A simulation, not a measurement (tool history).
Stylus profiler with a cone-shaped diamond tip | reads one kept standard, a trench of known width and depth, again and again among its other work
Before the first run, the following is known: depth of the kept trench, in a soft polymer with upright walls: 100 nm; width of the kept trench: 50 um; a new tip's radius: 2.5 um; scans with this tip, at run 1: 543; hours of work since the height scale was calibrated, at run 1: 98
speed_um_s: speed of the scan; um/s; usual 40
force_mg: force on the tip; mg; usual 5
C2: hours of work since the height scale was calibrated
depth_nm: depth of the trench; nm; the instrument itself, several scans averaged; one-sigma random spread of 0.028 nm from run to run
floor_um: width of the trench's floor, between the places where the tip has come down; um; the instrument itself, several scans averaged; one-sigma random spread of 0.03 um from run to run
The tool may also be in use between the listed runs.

{"run": 1, "day": 0.0, "speed_um_s": 40, "force_mg": 5, "scans with this tip": 543, "C2": 98, "depth_nm": 101.42, "floor_um": 48.56}
{"run": 2, "day": 0.417, "speed_um_s": 40, "force_mg": 5, "scans with this tip": 582, "C2": 105, "depth_nm": 101.52, "floor_um": 48.53}
{"run": 3, "day": 0.983, "speed_um_s": 40, "force_mg": 5, "scans with this tip": 636, "C2": 115, "depth_nm": 101.49, "floor_um": 48.46}
{"run": 4, "day": 1.692, "speed_um_s": 40, "force_mg": 4.71, "scans with this tip": 703, "C2": 127, "depth_nm": 101.4, "floor_um": 48.55}
{"run": 5, "day": 2.288, "speed_um_s": 40, "force_mg": 4.71, "scans with this tip": 760, "C2": 137, "depth_nm": 101.45, "floor_um": 48.61}
{"run": 6, "day": 2.842, "speed_um_s": 40, "force_mg": 4.71, "scans with this tip": 812, "C2": 146, "depth_nm": 101.42, "floor_um": 48.55}
{"run": 7, "day": 3.158, "speed_um_s": 10, "force_mg": 4.71, "scans with this tip": 842, "C2": 152, "depth_nm": 101.41, "floor_um": 48.56}
{"run": 8, "day": 3.838, "speed_um_s": 10, "force_mg": 4.71, "scans with this tip": 906, "C2": 163, "depth_nm": 101.48, "floor_um": 48.57}
{"run": 9, "day": 4.208, "speed_um_s": 102, "force_mg": 9.49, "scans with this tip": 941, "C2": 170, "depth_nm": 102.23, "floor_um": 48.48}
{"run": 10, "day": 4.925, "speed_um_s": 43, "force_mg": 2.04, "scans with this tip": 1009, "C2": 182, "depth_nm": 100.8, "floor_um": 48.44}
{"run": 11, "day": 5.558, "speed_um_s": 150, "force_mg": 11.55, "scans with this tip": 1069, "C2": 193, "depth_nm": 102.62, "floor_um": 48.37}
{"run": 12, "day": 6.275, "speed_um_s": 146, "force_mg": 1.8, "scans with this tip": 1137, "C2": 205, "depth_nm": 100.77, "floor_um": 48.13}
{"run": 13, "day": 6.846, "speed_um_s": 71, "force_mg": 6.14, "scans with this tip": 1191, "C2": 215, "depth_nm": 101.71, "floor_um": 48.52}

Run 14 comes next. What will it give?
{"run": 14, "day": 7.604, "speed_um_s": 71, "force_mg": 6.14, "scans with this tip": 1263, "C2": 228, "depth_nm": "?", "floor_um": "?"}

depth_nm: 101.71 nm
floor_um: 48.42 um
If the tool had no hidden condition, the same run with the same run-to-run variation would have returned depth_nm 101.7 nm, floor_um 48.42 um.

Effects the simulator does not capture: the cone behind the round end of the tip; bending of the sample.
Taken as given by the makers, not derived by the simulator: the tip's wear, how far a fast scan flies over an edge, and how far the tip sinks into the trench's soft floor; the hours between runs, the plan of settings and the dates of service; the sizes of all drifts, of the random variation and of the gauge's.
